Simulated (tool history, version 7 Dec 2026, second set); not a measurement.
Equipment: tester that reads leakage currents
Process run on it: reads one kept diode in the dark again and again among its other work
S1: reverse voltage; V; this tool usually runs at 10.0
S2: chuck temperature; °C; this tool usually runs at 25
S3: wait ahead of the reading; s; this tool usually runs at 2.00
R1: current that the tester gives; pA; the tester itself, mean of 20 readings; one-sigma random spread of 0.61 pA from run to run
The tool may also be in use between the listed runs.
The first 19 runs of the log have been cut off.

Run 20, hour 691.7: usual settings but S3 0.79 s. Result: R1 207.14 pA.
Run 21, hour 728.3: usual settings but S3 0.79 s. Result: R1 205.85 pA.
Run 22, hour 753.9: usual settings but S3 0.79 s. Result: R1 206.17 pA.
Run 23, hour 804.5: usual settings but S1 5.2 V, S2 57 °C, S3 0.79 s. Result: R1 2356.94 pA.
Run 24, hour 850.2: usual settings but S1 7.4 V, S2 23 °C. Result: R1 147.28 pA.
Run 25, hour 879.1: usual settings but S1 7.4 V, S2 23 °C. Result: R1 147.44 pA.
Run 26, hour 921.5: usual settings but S1 1.4 V, S2 45 °C, S3 9.49 s. Result: R1 500.10 pA.
Run 27, hour 950.0: usual settings but S1 1.4 V, S2 45 °C, S3 9.49 s. Result: R1 500.16 pA.
Run 28, hour 995.2: usual settings but S1 5.8 V, S2 21 °C, S3 6.52 s. Result: R1 107.99 pA.
Run 29, hour 1032.1: usual settings but S1 5.8 V, S2 21 °C, S3 6.52 s. Result: R1 107.83 pA.
Run 30, hour 1056.5: usual settings but S1 5.8 V, S2 47 °C, S3 1.68 s. Result: R1 1088.98 pA.
Run 31, hour 1094.0: usual settings but S1 12.7 V, S2 37 °C, S3 5.96 s. Result: R1 653.04 pA.
Run 32, hour 1138.5: usual settings but S1 12.7 V, S2 37 °C, S3 5.96 s. Result: R1 650.99 pA.
Run 33, hour 1160.6: usual settings but S1 2.3 V, S2 29 °C, S3 2.73 s. Result: R1 148.90 pA.
Run 34, hour 1181.8: usual settings but S1 1.9 V, S3 5.51 s. Result: R1 94.81 pA.
Run 35, hour 1216.1: usual settings but S1 16.5 V, S2 29 °C, S3 0.37 s. Result: R1 369.66 pA.
Run 36, hour 1251.1: usual settings but S1 16.5 V, S2 29 °C, S3 0.37 s. Result: R1 367.63 pA.
Run 37, hour 1295.0: usual settings but S1 9.7 V, S2 20 °C, S3 8.55 s. Result: R1 121.53 pA.
Run 38, hour 1336.6: usual settings but S2 48 °C, S3 0.86 s. Result: R1 1482.20 pA.
Run 39, hour 1378.1: usual settings but S2 48 °C, S3 0.86 s. Result: R1 1468.76 pA.

Each row is a separate what-if for the run after 39, all from the same tool condition, not one after another. Results?
Run A, hour 1428.2: usual settings but S1 3.2 V, S2 48 °C, S3 3.75 s. Result: R1 ?.
Run B, hour 1428.2: usual settings but S1 1.5 V, S2 58 °C, S3 4.27 s. Result: R1 ?.
Run C, hour 1428.2: usual settings but S3 1.04 s. Result: R1 ?.
Run D, hour 1428.2: usual settings but S2 30 °C, S3 1.26 s. Result: R1 ?.
Run E, hour 1428.2: usual settings but S2 48 °C, S3 0.32 s. Result: R1 ?.

run       R1
  A   886.18
  B  1435.56
  C   197.95
  D   310.57
  E  1469.80
Stripped of hidden state, with their random variation kept, the same runs would have yielded:
run       R1
  A   934.95
  B  1511.51
  C   203.74
  D   323.36
  E  1546.59
